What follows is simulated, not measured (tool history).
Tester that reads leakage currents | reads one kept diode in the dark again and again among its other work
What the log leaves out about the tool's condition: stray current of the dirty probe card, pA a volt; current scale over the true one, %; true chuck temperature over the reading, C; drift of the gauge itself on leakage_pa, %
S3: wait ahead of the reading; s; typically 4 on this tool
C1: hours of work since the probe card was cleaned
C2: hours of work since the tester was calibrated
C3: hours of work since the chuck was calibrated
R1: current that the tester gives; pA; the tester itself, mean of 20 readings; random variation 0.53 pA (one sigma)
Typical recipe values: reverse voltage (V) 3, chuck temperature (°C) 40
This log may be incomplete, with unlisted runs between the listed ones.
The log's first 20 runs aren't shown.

{"run": 21, "hour": 1506.3, "reverse voltage (V)": 3, "chuck temperature (°C)": 40, "S3": 1.5, "C1": 697, "C2": 2465, "C3": 163, "R1": 174.99}
{"run": 22, "hour": 1560.4, "reverse voltage (V)": 3, "chuck temperature (°C)": 58, "S3": 4, "C1": 731, "C2": 2498, "C3": 196, "R1": 643.3}
{"run": 23, "hour": 1651.0, "reverse voltage (V)": 3, "chuck temperature (°C)": 58, "S3": 0.99, "C1": 787, "C2": 2554, "C3": 252, "R1": 646.56}
{"run": 24, "hour": 1702.3, "reverse voltage (V)": 4.35, "chuck temperature (°C)": 59, "S3": 0.4, "C1": 818, "C2": 2586, "C3": 284, "R1": 812.94}
{"run": 25, "hour": 1802.4, "reverse voltage (V)": 3, "chuck temperature (°C)": 40, "S3": 4.48, "C1": 880, "C2": 2648, "C3": 346, "R1": 180.43}
{"run": 26, "hour": 1911.9, "reverse voltage (V)": 3.44, "chuck temperature (°C)": 23, "S3": 7.02, "C1": 948, "C2": 2716, "C3": 414, "R1": 49.53}
{"run": 27, "hour": 2017.9, "reverse voltage (V)": 13.72, "chuck temperature (°C)": 23, "S3": 1.63, "C1": 1013, "C2": 2781, "C3": 479, "R1": 94.13}
{"run": 28, "hour": 2110.7, "reverse voltage (V)": 13.72, "chuck temperature (°C)": 23, "S3": 1.63, "C1": 1071, "C2": 2839, "C3": 537, "R1": 94.73}
{"run": 29, "hour": 2157.3, "reverse voltage (V)": 3.32, "chuck temperature (°C)": 21, "S3": 8.54, "C1": 1100, "C2": 2867, "C3": 565, "R1": 42.29}
{"run": 30, "hour": 2236.7, "reverse voltage (V)": 7.93, "chuck temperature (°C)": 55, "S3": 0.58, "C1": 1149, "C2": 2916, "C3": 614, "R1": 835.01}
{"hour": 2272.8, "done": "chuck's temperature calibrated"}
{"run": 31, "hour": 2311.8, "reverse voltage (V)": 7.93, "chuck temperature (°C)": 44, "S3": 0.66, "C1": 1194, "C2": 2962, "C3": 24, "R1": 354.93}
{"run": 32, "hour": 2386.7, "reverse voltage (V)": 3.13, "chuck temperature (°C)": 42, "S3": 4.84, "C1": 1240, "C2": 3008, "C3": 70, "R1": 206.02}
{"run": 33, "hour": 2449.4, "reverse voltage (V)": 7.26, "chuck temperature (°C)": 26, "S3": 6.13, "C1": 1279, "C2": 3047, "C3": 109, "R1": 85.49}

What does the tool deliver on the next run?
{"run": 34, "hour": 2557.6, "reverse voltage (V)": 7.26, "chuck temperature (°C)": 26, "S3": 6.13, "C1": 1346, "C2": 3113, "C3": 176, "R1": "?"}

Run 34 came out at R1 85.92 pA.
Take away the tool's hidden state, keep the run-to-run variation as it was, and the same run would have given R1 83.37 pA.
